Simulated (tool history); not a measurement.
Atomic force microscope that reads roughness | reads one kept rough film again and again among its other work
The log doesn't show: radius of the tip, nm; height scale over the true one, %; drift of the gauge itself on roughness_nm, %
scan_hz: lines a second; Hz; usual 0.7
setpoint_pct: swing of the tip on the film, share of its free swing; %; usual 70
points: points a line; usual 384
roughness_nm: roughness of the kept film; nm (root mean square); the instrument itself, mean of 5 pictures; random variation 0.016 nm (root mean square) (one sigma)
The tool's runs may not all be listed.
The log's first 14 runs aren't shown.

run,hour,scan_hz,setpoint_pct,points,pictures with this tip,hours of work since the height scale was calibrated,roughness_nm
# hour 601.7: new tip fitted
15,615.8,0.7,70,366,21,1188,3.857
16,669.6,0.7,70,366,101,1222,3.711
17,727.8,0.7,83,384,187,1259,3.506
# hour 733.2: new tip fitted
18,787.7,0.7,83,384,80,1297,3.675
19,842.3,0.656,81,384,161,1332,3.572
# hour 865.7: new tip fitted
20,890.8,2.971,67,725,37,1363,3.674
21,920.9,3.852,70,384,81,1382,3.503
22,977.7,3.852,70,384,165,1419,3.369
# hour 998.4: new tip fitted
23,1020.6,2.279,70,918,33,1446,3.695
24,1058,0.514,71,790,88,1470,3.722
25,1099.6,0.723,70,790,150,1496,3.66
# hour 1130.8: new tip fitted
26,1142.9,0.723,70,790,18,1524,3.832
27,1167.8,0.723,70,790,55,1540,3.79
28,1193.2,1.925,70,996,92,1556,3.643
29,1219.5,2.019,70,861,131,1573,3.546
# hour 1261: new tip fitted
30,1263.6,2.019,70,861,4,1601,3.775
31,1294.2,2.019,70,861,49,1620,3.7
32,1343.7,0.756,80,293,122,1652,3.614
33,1376,0.756,80,293,170,1673,3.533
# hour 1395.7: new tip fitted
34,1414.8,0.756,80,293,28,1697,3.779
35,1468.7,0.756,80,293,108,1732,3.638

4 ways to go on from here, each from the tool as it stands after run 35. What would each give?
# hour 1526: new tip fitted
A,1526,0.756,80,479,0,1768,?
# hour 1526: new tip fitted
B,1526,0.9,70,454,0,1768,?
# hour 1526: new tip fitted
C,1526,0.7,81,384,0,1768,?
# hour 1526: new tip fitted
D,1526,0.705,80,293,0,1768,?

run,roughness_nm
A,3.816
B,3.884
C,3.833
D,3.821
Without the tool's hidden state the same runs would have given:
run,roughness_nm
A,3.779
B,3.846
C,3.796
D,3.783
